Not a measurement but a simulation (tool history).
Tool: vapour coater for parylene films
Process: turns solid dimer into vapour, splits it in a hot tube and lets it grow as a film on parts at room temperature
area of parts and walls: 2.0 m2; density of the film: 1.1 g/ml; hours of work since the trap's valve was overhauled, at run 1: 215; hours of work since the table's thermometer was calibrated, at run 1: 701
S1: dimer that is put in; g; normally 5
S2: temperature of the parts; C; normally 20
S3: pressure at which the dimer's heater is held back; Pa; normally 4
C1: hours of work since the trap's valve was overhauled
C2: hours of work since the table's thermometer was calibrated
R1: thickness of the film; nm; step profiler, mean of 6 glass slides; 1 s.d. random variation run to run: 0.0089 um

{"run": 1, "hour": 0.0, "S1": 5, "S2": 20, "S3": 4, "C1": 215, "C2": 701, "R1": 1246}
{"run": 2, "hour": 43.2, "S1": 5, "S2": 20, "S3": 4, "C1": 245, "C2": 731, "R1": 1225}
{"run": 3, "hour": 76.1, "S1": 5, "S2": 20, "S3": 4, "C1": 268, "C2": 754, "R1": 1203}
{"run": 4, "hour": 116.8, "S1": 5, "S2": 20, "S3": 4, "C1": 296, "C2": 782, "R1": 1181}
{"run": 5, "hour": 142.6, "S1": 5, "S2": 20, "S3": 4, "C1": 313, "C2": 800, "R1": 1173}
{"run": 6, "hour": 161.4, "S1": 5, "S2": 20, "S3": 5.29, "C1": 326, "C2": 812, "R1": 1133}
{"run": 7, "hour": 183.9, "S1": 5, "S2": 20, "S3": 5.29, "C1": 342, "C2": 828, "R1": 1110}
{"hour": 195.1, "done": "trap's valve overhauled"}
{"run": 8, "hour": 208.4, "S1": 5, "S2": 20, "S3": 5.29, "C1": 9, "C2": 842, "R1": 1270}
{"run": 9, "hour": 248.2, "S1": 5, "S2": 20, "S3": 5.29, "C1": 37, "C2": 870, "R1": 1275}
{"run": 10, "hour": 281.2, "S1": 5, "S2": 20, "S3": 4.69, "C1": 59, "C2": 892, "R1": 1267}
{"run": 11, "hour": 315.3, "S1": 5, "S2": 20, "S3": 4.69, "C1": 83, "C2": 916, "R1": 1250}
{"run": 12, "hour": 349.2, "S1": 5, "S2": 16, "S3": 4, "C1": 106, "C2": 939, "R1": 1558}
{"run": 13, "hour": 383.7, "S1": 5, "S2": 16, "S3": 4, "C1": 130, "C2": 963, "R1": 1545}
{"run": 14, "hour": 410.6, "S1": 5, "S2": 20, "S3": 4, "C1": 148, "C2": 981, "R1": 1257}
{"run": 15, "hour": 450.2, "S1": 5, "S2": 20, "S3": 4, "C1": 176, "C2": 1009, "R1": 1248}
{"run": 16, "hour": 471.0, "S1": 5, "S2": 20, "S3": 4, "C1": 190, "C2": 1023, "R1": 1241}
{"run": 17, "hour": 508.7, "S1": 5, "S2": 20, "S3": 4.41, "C1": 216, "C2": 1049, "R1": 1206}
{"run": 18, "hour": 526.8, "S1": 5, "S2": 20, "S3": 4, "C1": 228, "C2": 1061, "R1": 1224}
{"run": 19, "hour": 569.8, "S1": 5, "S2": 18, "S3": 7.92, "C1": 258, "C2": 1091, "R1": 1185}
{"run": 20, "hour": 602.7, "S1": 5, "S2": 18, "S3": 7.92, "C1": 281, "C2": 1113, "R1": 1189}
{"run": 21, "hour": 645.8, "S1": 8, "S2": 26, "S3": 2.39, "C1": 310, "C2": 1143, "R1": 1522}
{"run": 22, "hour": 665.2, "S1": 3, "S2": 26, "S3": 2.39, "C1": 324, "C2": 1156, "R1": 546}
{"run": 23, "hour": 685.4, "S1": 3, "S2": 26, "S3": 2.39, "C1": 337, "C2": 1170, "R1": 554}
{"hour": 700.2, "done": "trap's valve overhauled"}
{"run": 24, "hour": 716.4, "S1": 3, "S2": 26, "S3": 2.39, "C1": 11, "C2": 1189, "R1": 645}
{"run": 25, "hour": 734.2, "S1": 6, "S2": 20, "S3": 2.43, "C1": 23, "C2": 1201, "R1": 1729}
{"run": 26, "hour": 770.8, "S1": 5, "S2": 16, "S3": 2.83, "C1": 49, "C2": 1226, "R1": 1683}
{"run": 27, "hour": 792.3, "S1": 5, "S2": 13, "S3": 3.29, "C1": 63, "C2": 1241, "R1": 1892}
{"run": 28, "hour": 817.6, "S1": 6, "S2": 24, "S3": 9.6, "C1": 81, "C2": 1259, "R1": 1127}
{"run": 29, "hour": 844.4, "S1": 6, "S2": 24, "S3": 9.6, "C1": 99, "C2": 1277, "R1": 1110}
{"run": 30, "hour": 879.6, "S1": 2, "S2": 20, "S3": 2.53, "C1": 123, "C2": 1301, "R1": 563}
{"run": 31, "hour": 919.3, "S1": 2, "S2": 20, "S3": 2.53, "C1": 151, "C2": 1329, "R1": 541}
{"run": 32, "hour": 939.4, "S1": 5, "S2": 20, "S3": 5.77, "C1": 165, "C2": 1342, "R1": 1184}
{"run": 33, "hour": 981.9, "S1": 4, "S2": 20, "S3": 2.29, "C1": 194, "C2": 1372, "R1": 1088}
{"run": 34, "hour": 1017.6, "S1": 3, "S2": 23, "S3": 4, "C1": 218, "C2": 1396, "R1": 633}
{"run": 35, "hour": 1052.8, "S1": 5, "S2": 20, "S3": 2.7, "C1": 243, "C2": 1421, "R1": 1289}

Hidden state or all else? Some run-to-run changes of R1, split into what the settings, what came in and random variation would give without the hidden state, and what is left for the hidden state (with any gauge scatter that isn't in both results):
Hidden conditions of the tool in this case: vapour lost through the trap's worn valve, %; true temperature of the parts over the reading, C; drift of the gauge itself on film_um, %.
Run 7 -> 8: trap's valve overhauled. R1 +160 nm: hidden state +159, all else +1.
Run 21 -> 22: S1 8 -> 3. R1 -976 nm: hidden state +116, all else -1092.
Run 23 -> 24: trap's valve overhauled. R1 +91 nm: hidden state +83, all else +8.
Run 24 -> 25: S1 3 -> 6, S2 26 -> 20, S3 2.39 -> 2.43. R1 +1084 nm: hidden state +5, all else +1079.
Run 27 -> 28: S1 5 -> 6, S2 13 -> 24, S3 3.29 -> 9.6. R1 -765 nm: hidden state -1, all else -764.
